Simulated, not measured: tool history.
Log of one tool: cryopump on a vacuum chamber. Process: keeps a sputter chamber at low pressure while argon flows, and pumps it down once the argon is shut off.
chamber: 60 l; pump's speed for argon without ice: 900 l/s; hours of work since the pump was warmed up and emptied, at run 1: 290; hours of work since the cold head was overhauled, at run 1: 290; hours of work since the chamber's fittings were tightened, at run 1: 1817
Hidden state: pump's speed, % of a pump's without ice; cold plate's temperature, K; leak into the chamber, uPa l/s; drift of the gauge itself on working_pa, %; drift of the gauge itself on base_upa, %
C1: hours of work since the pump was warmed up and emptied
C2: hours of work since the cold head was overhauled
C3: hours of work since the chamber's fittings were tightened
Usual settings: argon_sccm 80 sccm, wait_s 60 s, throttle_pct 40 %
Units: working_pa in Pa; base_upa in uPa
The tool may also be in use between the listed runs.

Run 1, hour 0.0: usual settings; C1 290; C2 290; C3 1817. Result: working_pa 0.3863 Pa, base_upa 3.82 uPa.
Run 2, hour 21.2: usual settings but wait_s 196 s; C1 300; C2 300; C3 1827. Result: working_pa 0.3867 Pa, base_upa 3.13 uPa.
Run 3, hour 38.1: usual settings but throttle_pct 52 %; C1 308; C2 308; C3 1835. Result: working_pa 0.2998 Pa, base_upa 3.81 uPa.
Run 4, hour 53.2: usual settings but throttle_pct 52 %; C1 315; C2 315; C3 1843. Result: working_pa 0.3034 Pa, base_upa 3.83 uPa.
Run 5, hour 73.1: usual settings; C1 325; C2 325; C3 1852. Result: working_pa 0.3886 Pa, base_upa 3.78 uPa.
Run 6, hour 98.0: usual settings; C1 337; C2 337; C3 1864. Result: working_pa 0.3901 Pa, base_upa 3.91 uPa.
Run 7, hour 123.4: usual settings but throttle_pct 34 %; C1 349; C2 349; C3 1876. Result: working_pa 0.4582 Pa, base_upa 3.91 uPa.
Run 8, hour 139.5: usual settings; C1 356; C2 356; C3 1884. Result: working_pa 0.3909 Pa, base_upa 3.89 uPa.
Run 9, hour 159.1: usual settings; C1 366; C2 366; C3 1893. Result: working_pa 0.3923 Pa, base_upa 3.86 uPa.
Run 10, hour 172.2: usual settings but wait_s 103 s; C1 372; C2 372; C3 1899. Result: working_pa 0.3912 Pa, base_upa 3.56 uPa.
Run 11, hour 189.0: usual settings but wait_s 24 s, throttle_pct 46 %; C1 380; C2 380; C3 1907. Result: working_pa 0.3406 Pa, base_upa 5.15 uPa.
Run 12, hour 207.3: usual settings but argon_sccm 48 sccm, wait_s 168 s; C1 389; C2 389; C3 1916. Result: working_pa 0.2334 Pa, base_upa 3.39 uPa.

Run 13 comes next. What will it give?
Run 13, hour 224.5: usual settings but argon_sccm 159 sccm, wait_s 67 s, throttle_pct 24 %; C1 397; C2 397; C3 1924. Result: working_pa ?, base_upa ?.

{"run 13": {"working_pa": 1.2853, "base_upa": 3.92}}
Without the tool's hidden state the same run would have given working_pa 1.2526 Pa, base_upa 1.05 uPa.
